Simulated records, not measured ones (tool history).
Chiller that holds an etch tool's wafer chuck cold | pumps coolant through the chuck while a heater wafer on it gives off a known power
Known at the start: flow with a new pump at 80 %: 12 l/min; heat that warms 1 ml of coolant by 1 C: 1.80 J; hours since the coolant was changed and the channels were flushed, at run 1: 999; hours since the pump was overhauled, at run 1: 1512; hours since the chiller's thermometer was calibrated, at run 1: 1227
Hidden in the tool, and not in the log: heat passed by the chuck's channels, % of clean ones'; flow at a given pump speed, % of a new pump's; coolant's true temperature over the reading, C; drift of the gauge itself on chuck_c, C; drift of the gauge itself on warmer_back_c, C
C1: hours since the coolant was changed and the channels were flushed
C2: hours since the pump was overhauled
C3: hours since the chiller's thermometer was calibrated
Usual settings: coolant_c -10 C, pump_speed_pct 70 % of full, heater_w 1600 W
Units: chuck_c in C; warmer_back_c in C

Run 1, day 0.000: usual settings; C1 999; C2 1512; C3 1227. Result: chuck_c 1.6 C, warmer_back_c 5.26 C.
Run 2, day 1.196: usual settings; C1 1028; C2 1540; C3 1256. Result: chuck_c 1.6 C, warmer_back_c 5.21 C.
Run 3, day 2.704: usual settings; C1 1064; C2 1577; C3 1292. Result: chuck_c 1.7 C, warmer_back_c 5.24 C.
Run 4, day 4.146: usual settings; C1 1099; C2 1611; C3 1327. Result: chuck_c 1.5 C, warmer_back_c 5.23 C.
Run 5, day 5.646: usual settings; C1 1135; C2 1647; C3 1363. Result: chuck_c 1.7 C, warmer_back_c 5.23 C.
Run 6, day 6.733: usual settings; C1 1161; C2 1673; C3 1389. Result: chuck_c 1.6 C, warmer_back_c 5.19 C.
Run 7, day 8.079: usual settings; C1 1193; C2 1706; C3 1421. Result: chuck_c 1.8 C, warmer_back_c 5.30 C.
Run 8, day 9.717: usual settings but coolant_c -19 C; C1 1233; C2 1745; C3 1460. Result: chuck_c -7.4 C, warmer_back_c 5.21 C.
Run 9, day 11.417: usual settings; C1 1274; C2 1786; C3 1501. Result: chuck_c 1.6 C, warmer_back_c 5.21 C.
Run 10, day 12.192: usual settings; C1 1292; C2 1804; C3 1520. Result: chuck_c 1.5 C, warmer_back_c 5.21 C.
Run 11, day 13.404: usual settings; C1 1321; C2 1833; C3 1549. Result: chuck_c 1.6 C, warmer_back_c 5.26 C.
Run 12, day 14.692: usual settings; C1 1352; C2 1864; C3 1580. Result: chuck_c 1.8 C, warmer_back_c 5.23 C.
Run 13, day 15.958: usual settings; C1 1382; C2 1895; C3 1610. Result: chuck_c 1.7 C, warmer_back_c 5.28 C.
Run 14, day 17.588: usual settings but pump_speed_pct 60 % of full; C1 1422; C2 1934; C3 1649. Result: chuck_c 3.0 C, warmer_back_c 6.19 C.
Run 15, day 18.688: usual settings but pump_speed_pct 60 % of full; C1 1448; C2 1960; C3 1676. Result: chuck_c 3.1 C, warmer_back_c 6.12 C.
Run 16, day 19.508: usual settings but coolant_c -18 C, heater_w 961 W; C1 1468; C2 1980; C3 1695. Result: chuck_c -10.8 C, warmer_back_c 3.13 C.
Run 17, day 20.396: usual settings but coolant_c -18 C, pump_speed_pct 62 % of full, heater_w 961 W; C1 1489; C2 2001; C3 1717. Result: chuck_c -10.1 C, warmer_back_c 3.62 C.
Run 18, day 22.125: usual settings but coolant_c -5 C, pump_speed_pct 77 % of full, heater_w 2010 W; C1 1530; C2 2043; C3 1758. Result: chuck_c 8.8 C, warmer_back_c 5.97 C.
Run 19, day 23.742: usual settings but coolant_c -18 C, pump_speed_pct 75 % of full, heater_w 2391 W; C1 1569; C2 2082; C3 1797. Result: chuck_c -1.3 C, warmer_back_c 7.24 C.
Run 20, day 25.062: usual settings but coolant_c -8 C, pump_speed_pct 68 % of full, heater_w 866 W; C1 1601; C2 2113; C3 1829. Result: chuck_c -1.4 C, warmer_back_c 2.92 C.
Run 21, day 25.975: usual settings but coolant_c -8 C, pump_speed_pct 68 % of full, heater_w 866 W; C1 1623; C2 2135; C3 1851. Result: chuck_c -1.6 C, warmer_back_c 2.89 C.
Run 22, day 27.283: usual settings but coolant_c -8 C, pump_speed_pct 68 % of full, heater_w 866 W; C1 1654; C2 2167; C3 1882. Result: chuck_c -1.4 C, warmer_back_c 2.97 C.
Run 23, day 29.029: usual settings but coolant_c -12 C, pump_speed_pct 76 % of full, heater_w 1752 W; C1 1696; C2 2208; C3 1924. Result: chuck_c 0.4 C, warmer_back_c 5.26 C.
Run 24, day 29.838: usual settings but pump_speed_pct 69 % of full; C1 1716; C2 2228; C3 1943. Result: chuck_c 2.0 C, warmer_back_c 5.35 C.
Run 25, day 31.575: usual settings but coolant_c -1 C, pump_speed_pct 79 % of full, heater_w 1915 W; C1 1757; C2 2270; C3 1985. Result: chuck_c 12.2 C, warmer_back_c 5.52 C.
Run 26, day 33.033: usual settings but coolant_c -16 C, pump_speed_pct 79 % of full, heater_w 1947 W; C1 1792; C2 2305; C3 2020. Result: chuck_c -2.8 C, warmer_back_c 5.62 C.
Run 27, day 34.492: usual settings but coolant_c -7 C; C1 1827; C2 2340; C3 2055. Result: chuck_c 5.0 C, warmer_back_c 5.22 C.
Run 28, day 35.933: usual settings but pump_speed_pct 71 % of full; C1 1862; C2 2374; C3 2090. Result: chuck_c 1.8 C, warmer_back_c 5.20 C.
Run 29, day 37.283: usual settings but pump_speed_pct 71 % of full; C1 1894; C2 2407; C3 2122. Result: chuck_c 1.9 C, warmer_back_c 5.16 C.
Run 30, day 38.242: usual settings but pump_speed_pct 93 % of full; C1 1917; C2 2430; C3 2145. Result: chuck_c -0.1 C, warmer_back_c 3.91 C.

Some steps in chuck_c between neighbouring runs. How much of each would the tool show without its hidden state too (settings, what came in, random variation), and how much is left for the hidden state, with any gauge scatter that isn't in both results?
Run 15 -> 16: coolant_c -10 -> -18, pump_speed_pct 60 -> 70, heater_w 1600 -> 961. chuck_c -13.9 C: hidden state -0.2, all else -13.7.
Run 17 -> 18: coolant_c -18 -> -5, pump_speed_pct 62 -> 77, heater_w 961 -> 2010. chuck_c +18.9 C: hidden state +0.3, all else +18.6.
Run 19 -> 20: coolant_c -18 -> -8, pump_speed_pct 75 -> 68, heater_w 2391 -> 866. chuck_c -0.1 C: hidden state -0.5, all else +0.4.
Run 22 -> 23: coolant_c -8 -> -12, pump_speed_pct 68 -> 76, heater_w 866 -> 1752. chuck_c +1.8 C: hidden state +0.3, all else +1.5.
Run 25 -> 26: coolant_c -1 -> -16, heater_w 1915 -> 1947. chuck_c -15.0 C: hidden state +0.0, all else -15.0.
